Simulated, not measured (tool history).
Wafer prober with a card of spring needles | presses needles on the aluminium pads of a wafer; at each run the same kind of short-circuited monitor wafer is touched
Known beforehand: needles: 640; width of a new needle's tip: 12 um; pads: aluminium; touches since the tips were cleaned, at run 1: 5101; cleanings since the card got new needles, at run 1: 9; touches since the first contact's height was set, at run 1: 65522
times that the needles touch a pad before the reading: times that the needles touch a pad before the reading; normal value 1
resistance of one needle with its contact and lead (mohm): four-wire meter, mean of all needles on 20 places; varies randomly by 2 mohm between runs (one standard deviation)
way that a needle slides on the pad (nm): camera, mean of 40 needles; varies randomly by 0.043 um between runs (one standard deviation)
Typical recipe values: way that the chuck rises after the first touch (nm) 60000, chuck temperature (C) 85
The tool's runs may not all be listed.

run	day	way that the chuck rises after the first touch (nm)	chuck temperature (C)	times that the needles touch a pad before the reading	touches since the tips were cleaned	cleanings since the card got new needles	touches since the first contact's height was set	resistance of one needle with its contact and lead (mohm)	way that a needle slides on the pad (nm)
1	0.000	60000	85	1	5101	9	65522	338	11530
# day 0.158: tips cleaned on abrasive film
# day 0.892: tips cleaned on abrasive film
# day 1.667: tips cleaned on abrasive film
2	1.738	60000	85	1	599	12	80256	258	11500
# day 2.367: tips cleaned on abrasive film
3	2.788	60000	85	1	3579	13	89182	311	11460
# day 3.096: tips cleaned on abrasive film
# day 3.788: tips cleaned on abrasive film
4	4.000	60000	118	1	1805	15	99454	296	11440
# day 4.462: tips cleaned on abrasive film
5	4.838	60000	118	2	3215	16	106592	283	11510
# day 5.146: tips cleaned on abrasive film
# day 5.912: tips cleaned on abrasive film
6	6.450	60000	85	1	4579	18	120289	335	11450
# day 6.708: tips cleaned on abrasive film
# day 7.492: tips cleaned on abrasive film
# day 8.208: tips cleaned on abrasive film
7	8.208	66000	77	1	3	21	135190	224	12570
# day 9.012: tips cleaned on abrasive film
8	9.354	66000	77	1	2919	22	144943	296	12670
# day 9.758: tips cleaned on abrasive film
# day 10.496: tips cleaned on abrasive film
9	10.946	71000	85	1	3857	24	158481	292	13560
# day 11.188: tips cleaned on abrasive film
# day 11.896: tips cleaned on abrasive film
10	12.062	56000	123	1	1440	26	167939	280	10580
# day 12.704: tips cleaned on abrasive film
11	12.975	56000	67	2	2330	27	175689	268	10540

Branching from run 11: 5 alternative next runs. What would each branch give?
# day 13.488: tips cleaned on abrasive film
# day 14.271: tips cleaned on abrasive film
A	14.562	61000	67	2	2514	29	189188	?	?
# day 13.488: tips cleaned on abrasive film
# day 14.271: tips cleaned on abrasive film
B	14.562	42000	27	2	2514	29	189188	?	?
# day 13.488: tips cleaned on abrasive film
# day 14.271: tips cleaned on abrasive film
C	14.562	51000	39	1	2514	29	189188	?	?
# day 13.488: tips cleaned on abrasive film
# day 14.271: tips cleaned on abrasive film
D	14.562	49000	46	1	2514	29	189188	?	?
# day 13.488: tips cleaned on abrasive film
# day 14.271: tips cleaned on abrasive film
E	14.562	56000	33	1	2514	29	189188	?	?

run	resistance of one needle with its contact and lead (mohm)	way that a needle slides on the pad (nm)
A	265	11560
B	314	7940
C	323	9560
D	334	9160
E	306	10530
Without the tool's unlogged condition, the same runs would have read:
run	resistance of one needle with its contact and lead (mohm)	way that a needle slides on the pad (nm)
A	218	11800
B	214	8180
C	211	9790
D	214	9390
E	210	10760

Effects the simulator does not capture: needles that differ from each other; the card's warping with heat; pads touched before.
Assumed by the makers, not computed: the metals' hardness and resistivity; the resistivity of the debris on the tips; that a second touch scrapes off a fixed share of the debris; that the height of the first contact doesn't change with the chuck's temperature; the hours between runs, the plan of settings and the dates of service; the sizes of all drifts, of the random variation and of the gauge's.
